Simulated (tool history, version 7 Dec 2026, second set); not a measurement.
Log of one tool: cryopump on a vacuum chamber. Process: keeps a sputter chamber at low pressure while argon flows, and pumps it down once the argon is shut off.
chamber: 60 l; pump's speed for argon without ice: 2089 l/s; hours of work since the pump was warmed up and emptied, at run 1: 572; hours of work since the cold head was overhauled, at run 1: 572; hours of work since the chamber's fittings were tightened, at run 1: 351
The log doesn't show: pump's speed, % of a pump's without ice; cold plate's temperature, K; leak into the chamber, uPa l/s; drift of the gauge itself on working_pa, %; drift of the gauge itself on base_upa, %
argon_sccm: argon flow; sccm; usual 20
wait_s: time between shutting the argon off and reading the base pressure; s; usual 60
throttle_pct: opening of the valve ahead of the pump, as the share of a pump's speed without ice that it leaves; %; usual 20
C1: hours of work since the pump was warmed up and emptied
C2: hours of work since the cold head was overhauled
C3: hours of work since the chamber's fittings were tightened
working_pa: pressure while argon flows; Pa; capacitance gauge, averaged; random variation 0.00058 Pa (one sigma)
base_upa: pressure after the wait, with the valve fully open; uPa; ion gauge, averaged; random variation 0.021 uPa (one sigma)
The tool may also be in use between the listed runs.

{"run": 1, "hour": 0.0, "argon_sccm": 20, "wait_s": 60, "throttle_pct": 20, "C1": 572, "C2": 572, "C3": 351, "working_pa": 0.0873, "base_upa": 1.29}
{"hour": 27.0, "done": "pump warmed up, emptied and cooled again"}
{"run": 2, "hour": 47.8, "argon_sccm": 35, "wait_s": 60, "throttle_pct": 20, "C1": 11, "C2": 595, "C3": 374, "working_pa": 0.1421, "base_upa": 1.11}
{"run": 3, "hour": 124.7, "argon_sccm": 35, "wait_s": 60, "throttle_pct": 20, "C1": 52, "C2": 637, "C3": 416, "working_pa": 0.1425, "base_upa": 1.18}
{"run": 4, "hour": 223.5, "argon_sccm": 20, "wait_s": 60, "throttle_pct": 20, "C1": 105, "C2": 690, "C3": 469, "working_pa": 0.0822, "base_upa": 1.33}
{"run": 5, "hour": 281.7, "argon_sccm": 20, "wait_s": 60, "throttle_pct": 20, "C1": 137, "C2": 721, "C3": 500, "working_pa": 0.0828, "base_upa": 1.45}
{"run": 6, "hour": 381.9, "argon_sccm": 20, "wait_s": 60, "throttle_pct": 22, "C1": 190, "C2": 775, "C3": 554, "working_pa": 0.0755, "base_upa": 1.56}
{"run": 7, "hour": 445.0, "argon_sccm": 20, "wait_s": 60, "throttle_pct": 22, "C1": 224, "C2": 809, "C3": 588, "working_pa": 0.0761, "base_upa": 1.68}
{"run": 8, "hour": 521.0, "argon_sccm": 18, "wait_s": 60, "throttle_pct": 20, "C1": 265, "C2": 849, "C3": 628, "working_pa": 0.076, "base_upa": 1.75}
{"run": 9, "hour": 614.9, "argon_sccm": 18, "wait_s": 60, "throttle_pct": 20, "C1": 316, "C2": 900, "C3": 679, "working_pa": 0.076, "base_upa": 1.92}
{"run": 10, "hour": 684.0, "argon_sccm": 9, "wait_s": 60, "throttle_pct": 20, "C1": 353, "C2": 937, "C3": 716, "working_pa": 0.0375, "base_upa": 1.91}
{"run": 11, "hour": 730.8, "argon_sccm": 9, "wait_s": 60, "throttle_pct": 20, "C1": 378, "C2": 962, "C3": 741, "working_pa": 0.038, "base_upa": 1.93}
{"run": 12, "hour": 814.5, "argon_sccm": 9, "wait_s": 60, "throttle_pct": 20, "C1": 423, "C2": 1007, "C3": 786, "working_pa": 0.0382, "base_upa": 2.22}
{"run": 13, "hour": 875.5, "argon_sccm": 9, "wait_s": 60, "throttle_pct": 20, "C1": 455, "C2": 1040, "C3": 819, "working_pa": 0.0382, "base_upa": 2.24}
{"run": 14, "hour": 953.2, "argon_sccm": 9, "wait_s": 39, "throttle_pct": 53, "C1": 497, "C2": 1081, "C3": 860, "working_pa": 0.016, "base_upa": 2.64}
{"run": 15, "hour": 998.3, "argon_sccm": 20, "wait_s": 60, "throttle_pct": 28, "C1": 521, "C2": 1106, "C3": 885, "working_pa": 0.0637, "base_upa": 2.55}
{"run": 16, "hour": 1054.8, "argon_sccm": 20, "wait_s": 60, "throttle_pct": 28, "C1": 552, "C2": 1136, "C3": 915, "working_pa": 0.0641, "base_upa": 2.62}
{"hour": 1117.1, "done": "pump warmed up, emptied and cooled again"}
{"run": 17, "hour": 1142.4, "argon_sccm": 31, "wait_s": 43, "throttle_pct": 17, "C1": 14, "C2": 1180, "C3": 959, "working_pa": 0.1482, "base_upa": 2.35}
{"run": 18, "hour": 1192.1, "argon_sccm": 31, "wait_s": 148, "throttle_pct": 17, "C1": 40, "C2": 1207, "C3": 986, "working_pa": 0.148, "base_upa": 1.96}
{"hour": 1240.2, "done": "leaking fittings of the chamber tightened, without venting"}
{"run": 19, "hour": 1254.3, "argon_sccm": 10, "wait_s": 65, "throttle_pct": 24, "C1": 73, "C2": 1239, "C3": 8, "working_pa": 0.0354, "base_upa": 0.55}
{"run": 20, "hour": 1314.5, "argon_sccm": 10, "wait_s": 27, "throttle_pct": 24, "C1": 105, "C2": 1272, "C3": 40, "working_pa": 0.0332, "base_upa": 1.03}
{"run": 21, "hour": 1372.7, "argon_sccm": 12, "wait_s": 193, "throttle_pct": 42, "C1": 136, "C2": 1303, "C3": 71, "working_pa": 0.0242, "base_upa": 0.43}
{"run": 22, "hour": 1473.3, "argon_sccm": 20, "wait_s": 191, "throttle_pct": 29, "C1": 190, "C2": 1357, "C3": 125, "working_pa": 0.0587, "base_upa": 0.54}
{"run": 23, "hour": 1546.4, "argon_sccm": 20, "wait_s": 191, "throttle_pct": 29, "C1": 229, "C2": 1396, "C3": 164, "working_pa": 0.0581, "base_upa": 0.63}
{"run": 24, "hour": 1605.0, "argon_sccm": 20, "wait_s": 191, "throttle_pct": 29, "C1": 261, "C2": 1428, "C3": 196, "working_pa": 0.0573, "base_upa": 0.71}
{"run": 25, "hour": 1705.7, "argon_sccm": 12, "wait_s": 191, "throttle_pct": 29, "C1": 315, "C2": 1482, "C3": 250, "working_pa": 0.0357, "base_upa": 0.81}

The same runs without the tool's hidden state, with the same run-to-run variation:
run=1 working_pa=0.0809 base_upa=0.49
run=2 working_pa=0.1418 base_upa=0.51
run=3 working_pa=0.1415 base_upa=0.5
run=4 working_pa=0.0812 base_upa=0.51
run=5 working_pa=0.0815 base_upa=0.55
run=6 working_pa=0.0737 base_upa=0.52
run=7 working_pa=0.074 base_upa=0.56
run=8 working_pa=0.0737 base_upa=0.53
run=9 working_pa=0.0733 base_upa=0.51
run=10 working_pa=0.0359 base_upa=0.49
run=11 working_pa=0.0363 base_upa=0.44
run=12 working_pa=0.0362 base_upa=0.5
run=13 working_pa=0.036 base_upa=0.49
run=14 working_pa=0.0136 base_upa=0.68
run=15 working_pa=0.058 base_upa=0.49
run=16 working_pa=0.058 base_upa=0.49
run=17 working_pa=0.1477 base_upa=0.68
run=18 working_pa=0.1472 base_upa=0.27
run=19 working_pa=0.0351 base_upa=0.51
run=20 working_pa=0.0327 base_upa=0.93
run=21 working_pa=0.0234 base_upa=0.26
run=22 working_pa=0.0568 base_upa=0.27
run=23 working_pa=0.0558 base_upa=0.27
run=24 working_pa=0.0547 base_upa=0.29
run=25 working_pa=0.0338 base_upa=0.25

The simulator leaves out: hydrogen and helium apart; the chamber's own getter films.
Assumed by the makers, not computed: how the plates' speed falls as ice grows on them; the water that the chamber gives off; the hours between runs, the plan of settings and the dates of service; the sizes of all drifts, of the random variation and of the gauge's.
